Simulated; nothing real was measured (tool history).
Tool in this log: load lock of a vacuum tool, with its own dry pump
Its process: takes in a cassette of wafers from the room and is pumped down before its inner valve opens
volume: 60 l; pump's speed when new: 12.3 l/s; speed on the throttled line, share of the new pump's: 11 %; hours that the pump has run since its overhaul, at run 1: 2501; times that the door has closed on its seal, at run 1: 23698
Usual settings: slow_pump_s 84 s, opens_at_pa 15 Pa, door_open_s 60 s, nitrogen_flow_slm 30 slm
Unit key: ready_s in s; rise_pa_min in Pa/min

run	day	slow_pump_s	opens_at_pa	door_open_s	nitrogen_flow_slm	hours that the pump has run since its overhaul	times that the door has closed on its seal	incoming humidity of the room's air, %	ready_s	rise_pa_min
1	0.000	84	15	60	30	2501	23698	41.2	120.2	0.096
2	6.279	84	15	60	30	2651	24444	43.7	120.7	0.108
3	9.708	84	15	60	30	2734	24852	44.1	119.8	0.101
4	15.712	84	15	60	30	2878	25565	44.8	119.9	0.105
5	20.575	84	15	60	30	2995	26143	47.1	120.0	0.110
6	23.717	84	15	60	30	3070	26516	45.4	120.1	0.113
7	30.212	84	15	60	30	3226	27288	48.7	121.3	0.115
8	35.525	84	15	60	30	3353	27919	44.9	120.9	0.124
9	40.529	84	15	60	30	3473	28513	44.9	120.7	0.121
10	45.383	84	15	60	30	3590	29090	45.9	121.0	0.118
11	48.504	84	15	60	30	3665	29460	45.5	120.7	0.120
12	54.879	84	15	60	30	3818	30218	44.5	120.3	0.128
13	58.633	84	15	60	30	3908	30664	43.4	121.2	0.129
14	61.675	84	26	60	30	3981	31025	44.6	117.5	0.130
15	68.446	84	26	60	25	4143	31830	45.8	119.7	0.138
16	71.875	84	25	60	30	4226	32237	48.5	118.9	0.142
17	75.508	84	25	60	30	4313	32668	42.9	119.0	0.137
18	81.212	84	25	60	30	4450	33346	42.9	118.9	0.139
19	87.338	84	25	60	30	4597	34074	43.9	118.3	0.140
20	91.367	84	25	60	30	4693	34552	45.7	117.8	0.153
21	97.929	84	15	103	30	4851	35332	45.7	121.8	0.168
22	101.138	84	20	60	8	4928	35713	46.6	119.2	0.166
23	107.442	84	22	60	39	5079	36462	39.3	120.1	0.145
24	113.804	84	22	60	39	5232	37218	44.4	119.9	0.156
25	119.312	110	20	60	30	5364	37872	43.7	142.9	0.154
26	125.167	99	20	67	30	5505	38567	43.6	133.8	0.168
27	128.200	79	16	60	19	5577	38928	43.3	118.0	0.172
28	133.825	79	16	60	19	5712	39596	44.6	117.7	0.174
29	140.596	79	16	60	19	5875	40400	46.6	117.5	0.180
30	145.929	130	13	91	15	6003	41034	45.7	163.3	0.194
31	148.804	130	13	91	15	6072	41375	45.6	163.9	0.197
32	153.225	69	22	57	28	6178	41901	47.3	107.2	0.183
33	157.517	84	15	48	4	6281	42411	46.1	123.2	0.197
34	162.121	67	15	60	30	6392	42958	44.2	107.4	0.184

Below are 5 alternative next runs, each starting from the tool's condition after run 34. Predict each:
A	165.862	116	15	106	8	6481	43402	44.6	?	?
B	165.862	67	14	60	8	6481	43402	43.7	?	?
C	165.862	84	26	60	29	6481	43402	41.4	?	?
D	165.862	84	15	44	30	6481	43402	42.4	?	?
E	165.862	85	24	39	30	6481	43402	46.0	?	?

run	ready_s	rise_pa_min
A	149.7	0.220
B	107.3	0.199
C	120.8	0.187
D	123.2	0.184
E	121.2	0.181
With no hidden state in the tool, these same runs would have given:
run	ready_s	rise_pa_min
A	145.5	0.062
B	102.3	0.043
C	116.5	0.031
D	118.5	0.028
E	116.9	0.024

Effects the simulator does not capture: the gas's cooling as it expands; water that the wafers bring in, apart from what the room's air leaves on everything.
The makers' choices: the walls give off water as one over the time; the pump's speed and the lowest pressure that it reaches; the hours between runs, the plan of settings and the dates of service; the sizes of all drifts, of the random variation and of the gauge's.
